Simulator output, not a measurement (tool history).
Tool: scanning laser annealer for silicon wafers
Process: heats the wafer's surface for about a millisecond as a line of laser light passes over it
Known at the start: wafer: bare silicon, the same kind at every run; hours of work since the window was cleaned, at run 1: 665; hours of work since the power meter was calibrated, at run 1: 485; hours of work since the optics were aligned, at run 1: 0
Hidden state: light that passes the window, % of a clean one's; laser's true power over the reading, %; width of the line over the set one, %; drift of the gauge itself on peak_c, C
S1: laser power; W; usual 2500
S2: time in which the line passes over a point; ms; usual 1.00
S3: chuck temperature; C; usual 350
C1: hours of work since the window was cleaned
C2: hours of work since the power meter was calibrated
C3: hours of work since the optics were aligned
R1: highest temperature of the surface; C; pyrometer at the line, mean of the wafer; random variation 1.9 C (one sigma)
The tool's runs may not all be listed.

Run 1, hour 0.0: usual settings; C1 665; C2 485; C3 0. Result: R1 1146 C.
Run 2, hour 50.6: usual settings; C1 693; C2 513; C3 28. Result: R1 1147 C.
Run 3, hour 78.5: usual settings; C1 708; C2 528; C3 43. Result: R1 1145 C.
Run 4, hour 116.4: usual settings but S2 1.13 ms; C1 729; C2 549; C3 64. Result: R1 1204 C.
Run 5, hour 169.4: usual settings but S2 1.13 ms; C1 758; C2 579; C3 93. Result: R1 1199 C.
Run 6, hour 205.9: usual settings but S2 1.13 ms; C1 778; C2 599; C3 113. Result: R1 1204 C.
Run 7, hour 235.9: usual settings but S2 1.13 ms; C1 795; C2 615; C3 130. Result: R1 1202 C.
Run 8, hour 277.0: usual settings; C1 817; C2 638; C3 153. Result: R1 1148 C.
At hour 284.0: window over the wafer cleaned.
Run 9, hour 327.9: usual settings but S2 0.74 ms; C1 24; C2 665; C3 180. Result: R1 1031 C.
Run 10, hour 374.2: usual settings; C1 50; C2 690; C3 205. Result: R1 1149 C.
Run 11, hour 413.8: usual settings; C1 72; C2 712; C3 227. Result: R1 1149 C.
Run 12, hour 445.0: usual settings but S3 345 C; C1 89; C2 729; C3 244. Result: R1 1143 C.
Run 13, hour 500.0: usual settings but S3 345 C; C1 119; C2 760; C3 274. Result: R1 1142 C.
Run 14, hour 556.7: usual settings; C1 150; C2 791; C3 306. Result: R1 1149 C.
Run 15, hour 597.6: usual settings; C1 173; C2 814; C3 328. Result: R1 1150 C.
Run 16, hour 635.2: usual settings but S1 2557 W, S3 380 C; C1 194; C2 834; C3 349. Result: R1 1198 C.
Run 17, hour 681.0: usual settings but S1 2557 W, S3 380 C; C1 219; C2 859; C3 374. Result: R1 1195 C.
Run 18, hour 723.6: usual settings but S1 2557 W, S3 380 C; C1 242; C2 883; C3 398. Result: R1 1197 C.
Run 19, hour 764.8: usual settings but S1 2557 W, S3 380 C; C1 265; C2 906; C3 420. Result: R1 1198 C.

The next listed run, before its measurement:
Run 20, hour 818.5: usual settings but S1 2697 W, S3 327 C; C1 295; C2 935; C3 450. Result: R1 ?.

{"run 20": {"R1": 1191}}
Without the tool's hidden state the same run would have given R1 1192 C.
